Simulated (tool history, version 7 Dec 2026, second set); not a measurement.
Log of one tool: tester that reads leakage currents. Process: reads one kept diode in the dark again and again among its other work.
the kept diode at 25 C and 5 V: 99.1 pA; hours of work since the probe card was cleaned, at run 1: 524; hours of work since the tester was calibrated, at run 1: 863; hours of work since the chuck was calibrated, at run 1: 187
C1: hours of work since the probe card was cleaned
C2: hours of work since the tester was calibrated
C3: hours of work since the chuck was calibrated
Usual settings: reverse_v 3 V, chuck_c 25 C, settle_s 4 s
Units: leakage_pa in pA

{"run": 1, "hour": 0.0, "reverse_v": 3, "chuck_c": 25, "settle_s": 4, "C1": 524, "C2": 863, "C3": 187, "leakage_pa": 80.4}
{"run": 2, "hour": 24.3, "reverse_v": 3, "chuck_c": 29, "settle_s": 4, "C1": 540, "C2": 878, "C3": 203, "leakage_pa": 111.24}
{"run": 3, "hour": 47.5, "reverse_v": 3, "chuck_c": 43, "settle_s": 4, "C1": 554, "C2": 893, "C3": 217, "leakage_pa": 327.43}
{"run": 4, "hour": 82.6, "reverse_v": 3, "chuck_c": 25, "settle_s": 0.67, "C1": 576, "C2": 915, "C3": 239, "leakage_pa": 81.36}
{"run": 5, "hour": 103.0, "reverse_v": 3, "chuck_c": 25, "settle_s": 0.67, "C1": 589, "C2": 928, "C3": 252, "leakage_pa": 81.3}
{"run": 6, "hour": 125.6, "reverse_v": 13.17, "chuck_c": 25, "settle_s": 4, "C1": 604, "C2": 942, "C3": 267, "leakage_pa": 150.04}
{"run": 7, "hour": 159.3, "reverse_v": 13.17, "chuck_c": 25, "settle_s": 4, "C1": 625, "C2": 963, "C3": 288, "leakage_pa": 150.61}
{"run": 8, "hour": 179.0, "reverse_v": 3, "chuck_c": 25, "settle_s": 4, "C1": 637, "C2": 976, "C3": 300, "leakage_pa": 80.25}
{"run": 9, "hour": 213.7, "reverse_v": 3, "chuck_c": 45, "settle_s": 4, "C1": 659, "C2": 998, "C3": 322, "leakage_pa": 380.55}
{"run": 10, "hour": 240.6, "reverse_v": 3, "chuck_c": 45, "settle_s": 4, "C1": 676, "C2": 1015, "C3": 339, "leakage_pa": 378.5}
{"run": 11, "hour": 274.2, "reverse_v": 3, "chuck_c": 45, "settle_s": 4, "C1": 697, "C2": 1036, "C3": 360, "leakage_pa": 376.87}
{"run": 12, "hour": 294.4, "reverse_v": 3, "chuck_c": 25, "settle_s": 4, "C1": 710, "C2": 1049, "C3": 373, "leakage_pa": 79.97}
{"run": 13, "hour": 315.4, "reverse_v": 9.75, "chuck_c": 25, "settle_s": 4, "C1": 723, "C2": 1062, "C3": 386, "leakage_pa": 132.84}
{"run": 14, "hour": 349.7, "reverse_v": 3, "chuck_c": 25, "settle_s": 4, "C1": 745, "C2": 1084, "C3": 408, "leakage_pa": 80.02}
{"run": 15, "hour": 384.5, "reverse_v": 3, "chuck_c": 25, "settle_s": 4, "C1": 767, "C2": 1106, "C3": 430, "leakage_pa": 80.22}
{"run": 16, "hour": 417.9, "reverse_v": 3, "chuck_c": 25, "settle_s": 4, "C1": 788, "C2": 1127, "C3": 451, "leakage_pa": 80.32}
{"run": 17, "hour": 444.5, "reverse_v": 1.41, "chuck_c": 25, "settle_s": 4, "C1": 805, "C2": 1143, "C3": 468, "leakage_pa": 58.19}
{"run": 18, "hour": 463.9, "reverse_v": 3, "chuck_c": 38, "settle_s": 4, "C1": 817, "C2": 1156, "C3": 480, "leakage_pa": 223.26}
{"run": 19, "hour": 481.1, "reverse_v": 3, "chuck_c": 25, "settle_s": 4, "C1": 828, "C2": 1167, "C3": 491, "leakage_pa": 80.34}
{"run": 20, "hour": 508.6, "reverse_v": 3, "chuck_c": 25, "settle_s": 4, "C1": 845, "C2": 1184, "C3": 508, "leakage_pa": 80.53}
{"run": 21, "hour": 534.5, "reverse_v": 3, "chuck_c": 25, "settle_s": 4, "C1": 862, "C2": 1200, "C3": 525, "leakage_pa": 80.2}
{"run": 22, "hour": 569.0, "reverse_v": 3, "chuck_c": 25, "settle_s": 4, "C1": 883, "C2": 1222, "C3": 547, "leakage_pa": 79.93}
{"run": 23, "hour": 604.2, "reverse_v": 3, "chuck_c": 25, "settle_s": 4, "C1": 906, "C2": 1244, "C3": 569, "leakage_pa": 79.76}
{"run": 24, "hour": 639.7, "reverse_v": 1.07, "chuck_c": 37, "settle_s": 0.64, "C1": 928, "C2": 1267, "C3": 591, "leakage_pa": 135.47}
{"run": 25, "hour": 673.7, "reverse_v": 1.07, "chuck_c": 37, "settle_s": 0.64, "C1": 950, "C2": 1288, "C3": 613, "leakage_pa": 135.47}
{"run": 26, "hour": 696.0, "reverse_v": 2, "chuck_c": 25, "settle_s": 3.73, "C1": 964, "C2": 1302, "C3": 627, "leakage_pa": 67.59}
{"run": 27, "hour": 728.5, "reverse_v": 2, "chuck_c": 25, "settle_s": 3.73, "C1": 984, "C2": 1323, "C3": 647, "leakage_pa": 67.32}
{"run": 28, "hour": 751.1, "reverse_v": 10.83, "chuck_c": 25, "settle_s": 1.93, "C1": 998, "C2": 1337, "C3": 661, "leakage_pa": 139.28}
{"run": 29, "hour": 775.5, "reverse_v": 4.39, "chuck_c": 44, "settle_s": 4, "C1": 1014, "C2": 1352, "C3": 677, "leakage_pa": 413.74}
{"run": 30, "hour": 796.9, "reverse_v": 3, "chuck_c": 25, "settle_s": 2.47, "C1": 1027, "C2": 1366, "C3": 690, "leakage_pa": 80.32}
{"run": 31, "hour": 818.0, "reverse_v": 3, "chuck_c": 25, "settle_s": 0.78, "C1": 1041, "C2": 1379, "C3": 704, "leakage_pa": 80.97}
{"run": 32, "hour": 855.1, "reverse_v": 15.26, "chuck_c": 20, "settle_s": 9.19, "C1": 1064, "C2": 1403, "C3": 727, "leakage_pa": 104.84}
{"run": 33, "hour": 871.5, "reverse_v": 17.34, "chuck_c": 60, "settle_s": 2.15, "C1": 1074, "C2": 1413, "C3": 738, "leakage_pa": 2257.72}
{"run": 34, "hour": 896.1, "reverse_v": 17.34, "chuck_c": 60, "settle_s": 2.15, "C1": 1090, "C2": 1429, "C3": 753, "leakage_pa": 2251.69}
{"run": 35, "hour": 933.6, "reverse_v": 6.2, "chuck_c": 34, "settle_s": 3.89, "C1": 1114, "C2": 1452, "C3": 777, "leakage_pa": 224.64}
{"run": 36, "hour": 960.9, "reverse_v": 6.2, "chuck_c": 34, "settle_s": 3.89, "C1": 1131, "C2": 1470, "C3": 794, "leakage_pa": 225.07}
{"run": 37, "hour": 976.9, "reverse_v": 12.24, "chuck_c": 34, "settle_s": 4.18, "C1": 1141, "C2": 1480, "C3": 804, "leakage_pa": 300}
{"run": 38, "hour": 1007.9, "reverse_v": 12.24, "chuck_c": 34, "settle_s": 4.18, "C1": 1161, "C2": 1499, "C3": 824, "leakage_pa": 299.26}
{"run": 39, "hour": 1030.4, "reverse_v": 12.24, "chuck_c": 34, "settle_s": 4.18, "C1": 1175, "C2": 1513, "C3": 838, "leakage_pa": 299.86}
{"run": 40, "hour": 1067.1, "reverse_v": 12.24, "chuck_c": 34, "settle_s": 4.18, "C1": 1198, "C2": 1537, "C3": 861, "leakage_pa": 299.57}

Forecast each of these 3 alternatives for the next run:
{"run": "A", "hour": 1095.2, "reverse_v": 7.1, "chuck_c": 34, "settle_s": 0.96, "C1": 1216, "C2": 1554, "C3": 879, "leakage_pa": "?"}
{"run": "B", "hour": 1095.2, "reverse_v": 1.1, "chuck_c": 25, "settle_s": 1.99, "C1": 1216, "C2": 1554, "C3": 879, "leakage_pa": "?"}
{"run": "C", "hour": 1095.2, "reverse_v": 1.68, "chuck_c": 35, "settle_s": 0.97, "C1": 1216, "C2": 1554, "C3": 879, "leakage_pa": "?"}

run=A leakage_pa=239.6
run=B leakage_pa=52.52
run=C leakage_pa=139.71
Without the tool's hidden state the same runs would have given:
run=A leakage_pa=239.45
run=B leakage_pa=52.49
run=C leakage_pa=139.64
